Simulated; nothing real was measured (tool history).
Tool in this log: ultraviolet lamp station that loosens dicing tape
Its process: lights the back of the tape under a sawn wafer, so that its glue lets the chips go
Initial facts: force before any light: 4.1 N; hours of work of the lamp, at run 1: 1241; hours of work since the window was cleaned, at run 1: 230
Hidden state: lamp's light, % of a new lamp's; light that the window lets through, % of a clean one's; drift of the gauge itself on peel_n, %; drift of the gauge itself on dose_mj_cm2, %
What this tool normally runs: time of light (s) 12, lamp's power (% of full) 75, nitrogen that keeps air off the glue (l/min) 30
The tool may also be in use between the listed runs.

run,hour,time of light (s),lamp's power (% of full),nitrogen that keeps air off the glue (l/min),hours of work of the lamp,hours of work since the window was cleaned,force that peels the tape off (N),light that reached the tape (J/m2)
1,0.0,12,75,30,1241,230,0.426,1700
2,42.0,17,75,30,1269,258,0.270,2410
3,78.2,17,75,30,1294,283,0.260,2360
4,139.1,12,87,30,1335,324,0.371,1850
5,176.2,12,87,30,1359,348,0.387,1830
# hour 207.7: lamp changed
6,211.4,12,87,30,2,371,0.231,2630
7,263.0,12,87,30,37,406,0.238,2590
8,317.3,12,87,30,73,442,0.247,2540
9,377.9,12,87,30,114,483,0.259,2510
10,413.1,12,87,30,138,506,0.261,2450
11,458.5,13,75,30,168,537,0.281,2290
12,490.8,13,75,30,190,558,0.298,2180
13,526.9,12,75,30,214,583,0.330,2020
# hour 531.1: window cleaned of glue's vapour
14,596.0,12,75,30,260,44,0.273,2360
15,626.1,12,75,30,280,64,0.281,2290
16,659.3,12,75,30,302,86,0.285,2320
17,728.7,12,75,30,349,132,0.300,2210
18,774.6,12,75,30,379,163,0.296,2230
19,840.2,12,75,30,423,207,0.306,2150
20,878.6,12,75,46,449,233,0.289,2080
21,933.4,12,75,46,486,270,0.299,2090
22,996.4,10,61,33,528,312,0.572,1400
23,1058.5,10,61,33,570,353,0.583,1370
24,1128.0,12,75,30,616,400,0.349,1980
25,1161.5,12,75,30,639,422,0.356,1910
26,1191.4,16,75,30,659,442,0.250,2540
27,1231.6,8,87,14,686,469,0.715,1390
28,1282.7,8,87,14,720,504,0.748,1430
29,1352.5,18,64,30,767,550,0.296,2260
30,1385.9,18,98,35,789,573,0.198,3480
# hour 1406.2: window cleaned of glue's vapour
31,1419.3,7,98,13,811,9,0.693,1550
32,1476.4,10,99,19,849,47,0.367,2160
33,1537.7,10,99,19,890,88,0.370,2180
34,1597.4,10,99,19,930,128,0.365,2140
35,1662.9,9,75,29,974,172,0.587,1420
36,1713.3,8,75,30,1008,206,0.710,1200
37,1772.4,16,91,30,1048,245,0.230,2860
38,1818.4,13,91,30,1079,276,0.282,2330
39,1872.6,12,84,43,1115,312,0.318,1930
40,1913.0,12,84,43,1142,340,0.331,1910
41,1961.9,19,66,21,1175,372,0.308,2350
42,2001.5,22,95,9,1201,399,0.244,3780

Forecast each of these 4 alternatives for the next run:
A,2060.1,7,95,60,1240,438,?,?
B,2060.1,10,70,30,1240,438,?,?
C,2060.1,8,95,9,1240,438,?,?
D,2060.1,16,80,9,1240,438,?,?

run,force that peels the tape off (N),light that reached the tape (J/m2)
A,0.638,1200
B,0.676,1250
C,0.970,1360
D,0.430,2260
Without the tool's unlogged condition, the same runs would have read:
run,force that peels the tape off (N),light that reached the tape (J/m2)
A,0.316,1900
B,0.327,1980
C,0.491,2150
D,0.231,3600
